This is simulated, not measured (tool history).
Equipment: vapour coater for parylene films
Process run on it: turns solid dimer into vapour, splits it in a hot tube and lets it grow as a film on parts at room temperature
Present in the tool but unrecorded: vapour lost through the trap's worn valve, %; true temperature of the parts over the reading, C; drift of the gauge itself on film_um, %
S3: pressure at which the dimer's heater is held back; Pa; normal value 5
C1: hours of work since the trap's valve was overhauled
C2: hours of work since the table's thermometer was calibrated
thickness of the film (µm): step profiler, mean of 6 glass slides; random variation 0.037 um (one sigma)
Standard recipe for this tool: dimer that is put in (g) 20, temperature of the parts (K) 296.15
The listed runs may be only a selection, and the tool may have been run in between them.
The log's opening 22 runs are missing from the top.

run 23 hour=894.4 | dimer_that_is_put_in_(g)=20 temperature_of_the_parts_(K)=296.15 S3=8.63 | C1=238 C2=157 | thickness_of_the_film_(µm)=12.45
run 24 hour=919.4 | dimer_that_is_put_in_(g)=13 temperature_of_the_parts_(K)=296.15 S3=5 | C1=249 C2=167 | thickness_of_the_film_(µm)=8.72
run 25 hour=959.7 | dimer_that_is_put_in_(g)=13 temperature_of_the_parts_(K)=296.15 S3=5 | C1=266 C2=185 | thickness_of_the_film_(µm)=8.72
run 26 hour=1017.5 | dimer_that_is_put_in_(g)=13 temperature_of_the_parts_(K)=288.15 S3=5 | C1=291 C2=209 | thickness_of_the_film_(µm)=12.16
run 27 hour=1051.5 | dimer_that_is_put_in_(g)=11 temperature_of_the_parts_(K)=294.15 S3=10.99 | C1=305 C2=224 | thickness_of_the_film_(µm)=7.24
run 28 hour=1079.8 | dimer_that_is_put_in_(g)=11 temperature_of_the_parts_(K)=294.15 S3=10.99 | C1=317 C2=236 | thickness_of_the_film_(µm)=7.2
run 29 hour=1106.8 | dimer_that_is_put_in_(g)=11 temperature_of_the_parts_(K)=294.15 S3=10.99 | C1=329 C2=247 | thickness_of_the_film_(µm)=7.2
run 30 hour=1149.4 | dimer_that_is_put_in_(g)=11 temperature_of_the_parts_(K)=294.15 S3=10.99 | C1=347 C2=265 | thickness_of_the_film_(µm)=7.18
-- hour=1160.9 trap's valve overhauled
run 31 hour=1201 | dimer_that_is_put_in_(g)=11 temperature_of_the_parts_(K)=290.15 S3=10.99 | C1=17 C2=286 | thickness_of_the_film_(µm)=8.88
run 32 hour=1258.3 | dimer_that_is_put_in_(g)=8 temperature_of_the_parts_(K)=290.15 S3=10.9 | C1=41 C2=310 | thickness_of_the_film_(µm)=6.51
run 33 hour=1297.3 | dimer_that_is_put_in_(g)=8 temperature_of_the_parts_(K)=290.15 S3=10.9 | C1=58 C2=326 | thickness_of_the_film_(µm)=6.48
run 34 hour=1329.3 | dimer_that_is_put_in_(g)=35 temperature_of_the_parts_(K)=296.15 S3=6.76 | C1=72 C2=340 | thickness_of_the_film_(µm)=23.41
run 35 hour=1358.2 | dimer_that_is_put_in_(g)=35 temperature_of_the_parts_(K)=296.15 S3=6.76 | C1=84 C2=352 | thickness_of_the_film_(µm)=23.61
run 36 hour=1404.7 | dimer_that_is_put_in_(g)=20 temperature_of_the_parts_(K)=296.15 S3=3.98 | C1=104 C2=372 | thickness_of_the_film_(µm)=14.25
run 37 hour=1433.4 | dimer_that_is_put_in_(g)=11 temperature_of_the_parts_(K)=296.15 S3=6.45 | C1=116 C2=384 | thickness_of_the_film_(µm)=7.42
run 38 hour=1461.4 | dimer_that_is_put_in_(g)=12 temperature_of_the_parts_(K)=304.15 S3=2.27 | C1=128 C2=396 | thickness_of_the_film_(µm)=6.62
run 39 hour=1500.1 | dimer_that_is_put_in_(g)=12 temperature_of_the_parts_(K)=304.15 S3=2.27 | C1=144 C2=413 | thickness_of_the_film_(µm)=6.61
run 40 hour=1546.5 | dimer_that_is_put_in_(g)=9 temperature_of_the_parts_(K)=296.15 S3=5 | C1=164 C2=432 | thickness_of_the_film_(µm)=6.22
run 41 hour=1580.4 | dimer_that_is_put_in_(g)=20 temperature_of_the_parts_(K)=303.15 S3=2.29 | C1=178 C2=447 | thickness_of_the_film_(µm)=11.45
run 42 hour=1608.9 | dimer_that_is_put_in_(g)=23 temperature_of_the_parts_(K)=296.15 S3=5 | C1=191 C2=459 | thickness_of_the_film_(µm)=15.95
run 43 hour=1665.9 | dimer_that_is_put_in_(g)=23 temperature_of_the_parts_(K)=296.15 S3=5 | C1=215 C2=483 | thickness_of_the_film_(µm)=15.87
run 44 hour=1722.3 | dimer_that_is_put_in_(g)=23 temperature_of_the_parts_(K)=296.15 S3=5 | C1=239 C2=507 | thickness_of_the_film_(µm)=15.8
run 45 hour=1774 | dimer_that_is_put_in_(g)=23 temperature_of_the_parts_(K)=296.15 S3=5 | C1=261 C2=529 | thickness_of_the_film_(µm)=15.79
run 46 hour=1797.6 | dimer_that_is_put_in_(g)=22 temperature_of_the_parts_(K)=296.15 S3=5 | C1=271 C2=539 | thickness_of_the_film_(µm)=15.1
run 47 hour=1845.3 | dimer_that_is_put_in_(g)=17 temperature_of_the_parts_(K)=307.15 S3=5 | C1=291 C2=560 | thickness_of_the_film_(µm)=7.37

Each row is a separate what-if for the run after 47, all from the same tool condition, not one after another. Results?
run A hour=1874.3 | dimer_that_is_put_in_(g)=34 temperature_of_the_parts_(K)=307.15 S3=3.35 | C1=303 C2=572 | thickness_of_the_film_(µm)=?
run B hour=1874.3 | dimer_that_is_put_in_(g)=17 temperature_of_the_parts_(K)=302.15 S3=8.15 | C1=303 C2=572 | thickness_of_the_film_(µm)=?
run C hour=1874.3 | dimer_that_is_put_in_(g)=20 temperature_of_the_parts_(K)=296.15 S3=9.81 | C1=303 C2=572 | thickness_of_the_film_(µm)=?
run D hour=1874.3 | dimer_that_is_put_in_(g)=17 temperature_of_the_parts_(K)=299.15 S3=2.78 | C1=303 C2=572 | thickness_of_the_film_(µm)=?

run=A thickness_of_the_film_(µm)=15.41
run=B thickness_of_the_film_(µm)=8.5
run=C thickness_of_the_film_(µm)=12.52
run=D thickness_of_the_film_(µm)=11.08
Had the tool no hidden state, the same runs would have come out as:
run=A thickness_of_the_film_(µm)=15.8
run=B thickness_of_the_film_(µm)=8.72
run=C thickness_of_the_film_(µm)=12.84
run=D thickness_of_the_film_(µm)=11.36
